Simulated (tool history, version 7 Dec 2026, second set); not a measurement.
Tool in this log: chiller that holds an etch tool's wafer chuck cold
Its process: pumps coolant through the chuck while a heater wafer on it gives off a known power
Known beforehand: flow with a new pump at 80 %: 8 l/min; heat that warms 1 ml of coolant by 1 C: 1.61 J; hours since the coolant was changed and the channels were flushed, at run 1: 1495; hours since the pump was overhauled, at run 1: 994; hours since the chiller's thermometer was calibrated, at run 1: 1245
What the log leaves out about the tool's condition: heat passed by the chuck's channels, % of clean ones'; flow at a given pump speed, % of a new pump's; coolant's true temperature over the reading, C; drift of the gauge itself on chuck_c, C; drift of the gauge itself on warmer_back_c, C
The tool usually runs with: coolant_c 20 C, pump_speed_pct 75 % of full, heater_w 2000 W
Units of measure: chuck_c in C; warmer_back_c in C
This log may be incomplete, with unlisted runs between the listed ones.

run,hour,coolant_c,pump_speed_pct,heater_w,hours since the coolant was changed and the channels were flushed,hours since the pump was overhauled,hours since the chiller's thermometer was calibrated,chuck_c,warmer_back_c
1,0,20,75,2000,1495,994,1245,40.3,10.16
2,101.5,20,75,2000,1597,1095,1346,40.2,10.14
3,224.1,20,75,2000,1719,1218,1469,40.3,10.18
4,410.4,20,75,2000,1905,1404,1655,40.5,10.23
5,521.6,20,75,2000,2017,1515,1766,40.8,10.25
6,598.6,20,75,2000,2094,1593,1843,40.7,10.28
7,726.9,20,75,2000,2222,1721,1971,41,10.35
8,881.4,20,70,2000,2376,1875,2126,42.4,11.15
9,963.4,20,90,2000,2459,1957,2208,38.2,8.73
10,1071.3,20,90,2000,2566,2065,2316,38.3,8.76
11,1246.7,20,90,2000,2742,2241,2491,38.5,8.77
12,1340.8,20,75,2000,2836,2335,2585,41.5,10.5
13,1421.8,20,81,2000,2917,2416,2666,40.2,9.74
14,1514.7,20,81,2000,3010,2509,2759,40.3,9.81
15,1608.8,20,81,2000,3104,2603,2853,40.4,9.85
16,1767.5,20,81,2000,3263,2761,3012,40.6,9.9
17,1932.1,19,73,2285,3427,2926,3177,44.8,12.47
18,2010.6,19,76,2374,3506,3004,3255,45.2,12.58
19,2129.3,12,65,2374,3624,3123,3374,41.7,14.76
20,2289.6,15,75,1375,3785,3284,3534,30.7,7.42
21,2463,15,75,1375,3958,3457,3708,31,7.49
22,2625.1,15,75,1375,4120,3619,3870,31.2,7.45
23,2773.2,15,75,1375,4268,3767,4018,31.2,7.56
# hour 2900.6: coolant changed, channels flushed
24,2947.3,10,81,1375,47,3935,4186,24.1,7.06
25,3040,20,97,1512,139,4028,4278,33.6,6.46
26,3142.6,24,98,1512,242,4130,4381,37.5,6.5
27,3289.3,20,75,1714,389,4277,4528,38.9,9.62
28,3470.1,20,75,1714,569,4458,4709,39.3,9.58
# hour 3511: chiller's thermometer calibrated
29,3651.2,20,75,1714,750,4638,140,38.4,9.69
30,3755.5,20,76,2336,854,4742,245,44.9,12.95
31,3915.1,15,67,2582,1014,4902,404,45.9,16.46

What differs in the tool's unlogged condition from the final listed run ahead of each entry between runs to the first listed run following it?
Runs 23 to 24: coolant changed, channels flushed (hour 2900.6)
  heat passed by the chuck's channels, % of clean ones': 88.7 -> 99.8; flow at a given pump speed, % of a new pump's: 90.7 -> 90.2; coolant's true temperature over the reading, C: 0.72 -> 0.75
  the result without the hidden state subtracted from the measured one, chuck_c: +3.1 -> +1.9 C; warmer_back_c: +0.7 -> +0.68 C
Runs 28 to 29: chiller's thermometer calibrated (hour 3511)
  heat passed by the chuck's channels, % of clean ones': 98.5 -> 98; flow at a given pump speed, % of a new pump's: 88.8 -> 88.3; coolant's true temperature over the reading, C: 0.85 -> 0.03
  the result without the hidden state subtracted from the measured one, chuck_c: +2.7 -> +2.1 C; warmer_back_c: +1.07 -> +1.13 C

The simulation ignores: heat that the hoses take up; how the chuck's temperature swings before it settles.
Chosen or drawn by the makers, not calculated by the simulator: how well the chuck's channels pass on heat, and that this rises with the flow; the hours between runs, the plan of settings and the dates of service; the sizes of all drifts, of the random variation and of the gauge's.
